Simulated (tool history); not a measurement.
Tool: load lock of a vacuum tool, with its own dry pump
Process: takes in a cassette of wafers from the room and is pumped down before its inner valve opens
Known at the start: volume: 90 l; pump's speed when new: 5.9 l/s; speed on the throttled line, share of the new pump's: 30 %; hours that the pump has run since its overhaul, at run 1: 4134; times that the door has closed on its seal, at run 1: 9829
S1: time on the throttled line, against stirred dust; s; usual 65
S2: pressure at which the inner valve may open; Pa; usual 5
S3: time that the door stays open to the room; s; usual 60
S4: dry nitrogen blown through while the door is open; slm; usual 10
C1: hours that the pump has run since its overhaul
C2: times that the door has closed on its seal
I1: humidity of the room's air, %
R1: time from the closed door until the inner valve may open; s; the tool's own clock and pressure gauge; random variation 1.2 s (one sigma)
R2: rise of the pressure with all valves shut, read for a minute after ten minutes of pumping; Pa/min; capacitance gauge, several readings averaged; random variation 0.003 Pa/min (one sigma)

run 1 hour=0 | S1=65 S2=5 S3=60 S4=10 | C1=4134 C2=9829 | I1=45.5 | R1=205.3 R2=0.036
run 2 hour=52 | S1=65 S2=5 S3=60 S4=16 | C1=4186 C2=9994 | I1=46.6 | R1=204.7 R2=0.041
run 3 hour=126.4 | S1=65 S2=5 S3=60 S4=16 | C1=4260 C2=10230 | I1=44.1 | R1=204.5 R2=0.046
run 4 hour=208.4 | S1=65 S2=5 S3=60 S4=10 | C1=4342 C2=10491 | I1=45.2 | R1=204.6 R2=0.044
run 5 hour=290.8 | S1=65 S2=5 S3=60 S4=10 | C1=4424 C2=10753 | I1=49 | R1=207.7 R2=0.049
run 6 hour=385.7 | S1=65 S2=5 S3=60 S4=10 | C1=4519 C2=11054 | I1=46.9 | R1=206.5 R2=0.046
run 7 hour=504 | S1=65 S2=5 S3=60 S4=10 | C1=4638 C2=11430 | I1=43.3 | R1=208.1 R2=0.045
run 8 hour=555.5 | S1=109 S2=5 S3=60 S4=10 | C1=4689 C2=11594 | I1=42.2 | R1=236.5 R2=0.046
run 9 hour=677.2 | S1=37 S2=5 S3=60 S4=10 | C1=4811 C2=11980 | I1=46.8 | R1=187.4 R2=0.047
run 10 hour=744.3 | S1=48 S2=5 S3=60 S4=10 | C1=4878 C2=12194 | I1=44.3 | R1=195.1 R2=0.047
run 11 hour=842.8 | S1=48 S2=5 S3=60 S4=10 | C1=4976 C2=12506 | I1=50.2 | R1=196.5 R2=0.056
run 12 hour=942.7 | S1=48 S2=5 S3=60 S4=10 | C1=5076 C2=12824 | I1=41.4 | R1=198.4 R2=0.053
run 13 hour=1017.4 | S1=65 S2=5 S3=60 S4=6 | C1=5151 C2=13061 | I1=43.2 | R1=206.2 R2=0.058
run 14 hour=1104.8 | S1=65 S2=5 S3=60 S4=6 | C1=5238 C2=13339 | I1=43.6 | R1=207.4 R2=0.06
run 15 hour=1158 | S1=75 S2=5 S3=60 S4=10 | C1=5292 C2=13508 | I1=45.6 | R1=214.6 R2=0.055
run 16 hour=1274.7 | S1=125 S2=5 S3=60 S4=6 | C1=5408 C2=13878 | I1=46.9 | R1=252.1 R2=0.061
run 17 hour=1353.3 | S1=125 S2=5 S3=60 S4=6 | C1=5487 C2=14128 | I1=44.5 | R1=249.9 R2=0.056
run 18 hour=1464.9 | S1=125 S2=5 S3=60 S4=6 | C1=5599 C2=14483 | I1=40.8 | R1=247.4 R2=0.054
run 19 hour=1535.6 | S1=125 S2=5 S3=60 S4=6 | C1=5669 C2=14707 | I1=44.8 | R1=248.3 R2=0.063
run 20 hour=1607.6 | S1=44 S2=7 S3=31 S4=6 | C1=5741 C2=14936 | I1=40.6 | R1=187.5 R2=0.053
run 21 hour=1695.7 | S1=44 S2=7 S3=82 S4=38 | C1=5829 C2=15216 | I1=45.9 | R1=188.3 R2=0.048
run 22 hour=1817.4 | S1=44 S2=7 S3=82 S4=38 | C1=5951 C2=15603 | I1=43.5 | R1=189.1 R2=0.049
run 23 hour=1870.2 | S1=44 S2=7 S3=82 S4=38 | C1=6004 C2=15770 | I1=44.2 | R1=189 R2=0.054
run 24 hour=1956.4 | S1=90 S2=8 S3=54 S4=6 | C1=6090 C2=16044 | I1=45.7 | R1=216.8 R2=0.07
run 25 hour=2035.6 | S1=90 S2=8 S3=54 S4=6 | C1=6169 C2=16296 | I1=43.5 | R1=219.3 R2=0.063

3 ways to go on from here, each from the tool as it stands after run 25. What would each give?
run A hour=2145.4 | S1=100 S2=8 S3=49 S4=8 | C1=6279 C2=16645 | I1=44.5 | R1=? R2=?
run B hour=2145.4 | S1=32 S2=7 S3=174 S4=6 | C1=6279 C2=16645 | I1=46.2 | R1=? R2=?
run C hour=2145.4 | S1=109 S2=8 S3=48 S4=6 | C1=6279 C2=16645 | I1=43.9 | R1=? R2=?

run=A R1=224.3 R2=0.062
run=B R1=181.2 R2=0.089
run=C R1=229 R2=0.063
Without the tool's hidden state the same runs would have given:
run=A R1=214.3 R2=0.017
run=B R1=169.4 R2=0.044
run=C R1=219.4 R2=0.018
